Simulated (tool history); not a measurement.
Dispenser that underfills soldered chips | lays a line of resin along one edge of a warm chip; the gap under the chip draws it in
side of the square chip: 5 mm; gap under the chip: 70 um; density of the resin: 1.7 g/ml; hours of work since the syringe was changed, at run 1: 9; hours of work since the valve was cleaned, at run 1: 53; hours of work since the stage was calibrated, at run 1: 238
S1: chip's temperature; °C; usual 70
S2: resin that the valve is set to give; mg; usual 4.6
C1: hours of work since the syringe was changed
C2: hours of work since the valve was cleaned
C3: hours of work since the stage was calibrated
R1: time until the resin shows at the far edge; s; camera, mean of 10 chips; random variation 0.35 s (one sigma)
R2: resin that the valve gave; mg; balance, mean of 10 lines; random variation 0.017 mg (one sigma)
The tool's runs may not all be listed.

run     day  S1    S2  C1  C2   C3    R1    R2
  1       0  70   4.6   9  53  238  23.3  4.41
      0.133  -- new syringe of resin
  2   0.454  70   4.6   6  61  246  20.7  4.39
       0.75  -- dispensing valve cleaned and set on the balance
      0.833  -- new syringe of resin
  3   0.838  80   4.6   0   1  252  10.5  4.59
  4   1.275  80   4.6   8   9  260  14.6  4.56
      1.462  -- new syringe of resin
  5   1.692  70   4.6   4  17  267  18.7  4.56
      2.088  -- new syringe of resin
  6     2.2  56   4.6   2  26  276  33.3  4.52
      2.708  -- new syringe of resin
  7   2.767  56   4.6   1  36  286  31.9  4.49
  8   3.121  60   4.6   8  42  293  33.9  4.46
      3.362  -- new syringe of resin
  9   3.592  70  4.82   4  51  301  19.2  4.68
 10   3.917  70  4.82  10  57  307  23.4  4.64
      4.017  -- new syringe of resin
      4.462  -- dispensing valve cleaned and set on the balance
 11    4.55  70  4.84   9   2  318  22.2  4.84
      4.717  -- new syringe of resin
 12   4.842  70  4.84   2   7  323    18  4.81
 13   5.108  62   4.6   7  12  328  30.2  4.58
      5.346  -- new syringe of resin
 14   5.579  70   4.6   4  20  336  18.6  4.56
      5.975  -- new syringe of resin
 15   5.975  70   4.6   0  27  343  16.4  4.53
      6.054  -- stage's temperature calibrated
 16   6.521  70   4.6   9  36    9  23.9   4.5
      6.642  -- new syringe of resin
 17   6.829  70   4.6   3  42   14    20  4.49
      7.258  -- new syringe of resin
 18   7.408  70   4.6   3  52   24  19.1  4.45
 19   7.708  85   4.6   8  57   30  12.1  4.44
      7.892  -- new syringe of resin
      8.196  -- dispensing valve cleaned and set on the balance
 20   8.233  70  4.72   5   1   38  20.8  4.74
 21   8.517  76  4.72  11   6   44  19.1  4.71
      8.575  -- new syringe of resin
 22   8.783  76  4.72   4  10   48  15.1  4.71
 23    9.05  80  4.99   9  15   53  14.5  4.95
      9.204  -- new syringe of resin
 24     9.3  80  4.99   2  20   57  10.7  4.92
 25   9.671  75  4.01   9  26   64  18.3  3.97
       9.85  -- new syringe of resin
 26  10.075  75  4.01   4  34   71  16.6  3.92
     10.467  -- new syringe of resin
 27  10.479  75  4.01   0  41   78  14.6  3.93
 28   10.85  80  4.28   7  48   85  14.2  4.18
     11.092  -- new syringe of resin
 29  11.358  76  4.41   5  57   94  15.4  4.24
     11.725  -- new syringe of resin
 30  11.746  76  5.66   0  63  101  13.3  5.48
     11.896  -- dispensing valve cleaned and set on the balance
 31  12.317  76  5.66  10   8  111  18.2  5.63
     12.412  -- new syringe of resin
 32   12.85  58  5.56   8  17  120  39.3  5.49
     13.038  -- new syringe of resin
 33  13.267  61  5.06   4  25  128  29.3  4.95
     13.679  -- new syringe of resin
 34  13.779  60  4.17   2  34  137    29  4.07
 35  14.104  79  4.17   8  40  143  16.1  4.06
     14.325  -- new syringe of resin
 36  14.379  79  4.17   1  44  148    12  4.02

3 ways to go on from here, each from the tool as it stands after run 36. What would each give?
  A  14.833  74  4.89   9  53  156   ?   ?
  B  14.833  57  5.53   9  53  156   ?   ?
  C  14.833  75  4.67   9  53  156   ?   ?

run    R1    R2
  A  18.7  4.72
  B  42.8  5.31
  C    19  4.53
Without the tool's hidden state the same runs would have given:
run    R1    R2
  A  13.3  4.89
  B  31.1   5.5
  C  13.8  4.69

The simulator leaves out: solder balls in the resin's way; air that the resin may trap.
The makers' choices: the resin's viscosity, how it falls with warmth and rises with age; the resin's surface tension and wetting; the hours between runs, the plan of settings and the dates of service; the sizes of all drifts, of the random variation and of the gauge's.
